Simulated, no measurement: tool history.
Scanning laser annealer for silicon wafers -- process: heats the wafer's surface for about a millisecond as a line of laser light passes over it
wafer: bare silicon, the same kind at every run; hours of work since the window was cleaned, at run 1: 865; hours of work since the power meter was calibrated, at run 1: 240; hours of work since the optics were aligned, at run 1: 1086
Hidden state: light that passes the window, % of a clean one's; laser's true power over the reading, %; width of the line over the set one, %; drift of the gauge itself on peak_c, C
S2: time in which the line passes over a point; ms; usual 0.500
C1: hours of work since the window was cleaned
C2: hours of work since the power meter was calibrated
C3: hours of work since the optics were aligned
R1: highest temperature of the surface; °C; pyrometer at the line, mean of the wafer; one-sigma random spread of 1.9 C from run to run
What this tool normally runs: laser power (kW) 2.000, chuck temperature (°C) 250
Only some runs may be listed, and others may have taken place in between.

Run 1, hour 0.0: usual settings; C1 865; C2 240; C3 1086. Result: R1 1056 °C.
Run 2, hour 16.4: usual settings; C1 873; C2 248; C3 1094. Result: R1 1058 °C.
Run 3, hour 27.3: usual settings; C1 878; C2 253; C3 1099. Result: R1 1058 °C.
Run 4, hour 44.5: usual settings; C1 886; C2 261; C3 1107. Result: R1 1055 °C.
Run 5, hour 62.6: usual settings but laser power (kW) 2.151; C1 895; C2 269; C3 1115. Result: R1 1118 °C.
Run 6, hour 74.7: usual settings but laser power (kW) 1.903; C1 900; C2 275; C3 1121. Result: R1 1021 °C.
Run 7, hour 83.1: usual settings; C1 904; C2 279; C3 1125. Result: R1 1056 °C.
Run 8, hour 95.3: usual settings but chuck temperature (°C) 232; C1 910; C2 285; C3 1131. Result: R1 1041 °C.
Run 9, hour 111.4: usual settings but chuck temperature (°C) 232; C1 918; C2 292; C3 1138. Result: R1 1036 °C.
Run 10, hour 124.8: usual settings; C1 924; C2 299; C3 1145. Result: R1 1052 °C.
Run 11, hour 138.4: usual settings; C1 931; C2 305; C3 1151. Result: R1 1053 °C.
Run 12, hour 153.2: usual settings but chuck temperature (°C) 227; C1 938; C2 312; C3 1158. Result: R1 1030 °C.
Run 13, hour 169.2: usual settings but laser power (kW) 1.972, chuck temperature (°C) 227; C1 945; C2 320; C3 1166. Result: R1 1019 °C.
Run 14, hour 179.3: usual settings but laser power (kW) 2.137, chuck temperature (°C) 227; C1 950; C2 325; C3 1171. Result: R1 1086 °C.
At hour 182.6: window over the wafer cleaned.
Run 15, hour 194.5: usual settings but chuck temperature (°C) 234; C1 6; C2 331; C3 1177. Result: R1 1023 °C.
Run 16, hour 208.1: usual settings but chuck temperature (°C) 234; C1 12; C2 337; C3 1183. Result: R1 1024 °C.
Run 17, hour 222.7: usual settings but S2 0.449 ms; C1 19; C2 344; C3 1190. Result: R1 1007 °C.
Run 18, hour 233.2: usual settings but S2 0.393 ms; C1 24; C2 349; C3 1195. Result: R1 965 °C.
Run 19, hour 249.4: usual settings; C1 32; C2 357; C3 1203. Result: R1 1045 °C.
Run 20, hour 265.7: usual settings; C1 39; C2 364; C3 1211. Result: R1 1042 °C.
Run 21, hour 277.5: usual settings; C1 45; C2 370; C3 1216. Result: R1 1040 °C.
At hour 286.1: window over the wafer cleaned, once more.
Run 22, hour 295.4: usual settings but laser power (kW) 1.919, S2 0.433 ms, chuck temperature (°C) 254; C1 4; C2 378; C3 1224. Result: R1 1007 °C.
Run 23, hour 305.8: usual settings but laser power (kW) 1.804, S2 0.398 ms, chuck temperature (°C) 254; C1 9; C2 383; C3 1229. Result: R1 939 °C.
Run 24, hour 320.8: usual settings but laser power (kW) 1.804, S2 0.398 ms, chuck temperature (°C) 254; C1 16; C2 390; C3 1236. Result: R1 939 °C.
Run 25, hour 334.1: usual settings but laser power (kW) 1.804, S2 0.481 ms, chuck temperature (°C) 246; C1 23; C2 396; C3 1242. Result: R1 987 °C.
Run 26, hour 344.5: usual settings but laser power (kW) 1.935, S2 0.571 ms, chuck temperature (°C) 261; C1 28; C2 401; C3 1247. Result: R1 1120 °C.
Run 27, hour 357.0: usual settings but laser power (kW) 2.188, S2 0.530 ms, chuck temperature (°C) 261; C1 34; C2 407; C3 1253. Result: R1 1197 °C.
Run 28, hour 372.1: usual settings but laser power (kW) 2.188, S2 0.530 ms, chuck temperature (°C) 261; C1 41; C2 414; C3 1260. Result: R1 1198 °C.
Run 29, hour 381.7: usual settings but laser power (kW) 1.752, chuck temperature (°C) 254; C1 45; C2 418; C3 1265. Result: R1 981 °C.
Run 30, hour 396.7: usual settings but laser power (kW) 1.752, chuck temperature (°C) 287; C1 52; C2 426; C3 1272. Result: R1 1015 °C.
Run 31, hour 405.6: usual settings but laser power (kW) 1.913, S2 0.356 ms, chuck temperature (°C) 261; C1 57; C2 430; C3 1276. Result: R1 950 °C.
Run 32, hour 421.4: usual settings but laser power (kW) 1.913, S2 0.356 ms, chuck temperature (°C) 261; C1 64; C2 437; C3 1283. Result: R1 954 °C.
Run 33, hour 439.3: usual settings but laser power (kW) 2.070, S2 0.430 ms, chuck temperature (°C) 211; C1 73; C2 446; C3 1292. Result: R1 1020 °C.
Run 34, hour 454.7: usual settings but laser power (kW) 1.914, S2 0.598 ms, chuck temperature (°C) 268; C1 80; C2 453; C3 1299. Result: R1 1128 °C.
Run 35, hour 462.7: usual settings but laser power (kW) 1.749, S2 0.470 ms, chuck temperature (°C) 268; C1 84; C2 457; C3 1303. Result: R1 976 °C.
Run 36, hour 477.3: usual settings but chuck temperature (°C) 254; C1 91; C2 464; C3 1310. Result: R1 1086 °C.
Run 37, hour 488.9: usual settings but chuck temperature (°C) 254; C1 96; C2 469; C3 1315. Result: R1 1085 °C.
Run 38, hour 503.4: usual settings but chuck temperature (°C) 254; C1 103; C2 476; C3 1322. Result: R1 1084 °C.
Run 39, hour 514.0: usual settings but chuck temperature (°C) 254; C1 108; C2 481; C3 1327. Result: R1 1087 °C.
Run 40, hour 532.4: usual settings but chuck temperature (°C) 254; C1 117; C2 490; C3 1336. Result: R1 1084 °C.
Run 41, hour 546.3: usual settings but laser power (kW) 1.784, S2 0.362 ms, chuck temperature (°C) 228; C1 123; C2 496; C3 1342. Result: R1 877 °C.

Here are 3 independent what-if runs from the current tool condition. What would each one return?
Run A, hour 564.8: usual settings but laser power (kW) 2.035; C1 132; C2 505; C3 1351. Result: R1 ?.
Run B, hour 564.8: usual settings but laser power (kW) 1.818, S2 0.517 ms, chuck temperature (°C) 278; C1 132; C2 505; C3 1351. Result: R1 ?.
Run C, hour 564.8: usual settings but laser power (kW) 1.776, S2 0.604 ms, chuck temperature (°C) 261; C1 132; C2 505; C3 1351. Result: R1 ?.

run    R1
  A  1095
  B  1043
  C  1065
With no hidden state in the tool, these same runs would have given:
run    R1
  A  1111
  B  1057
  C  1080
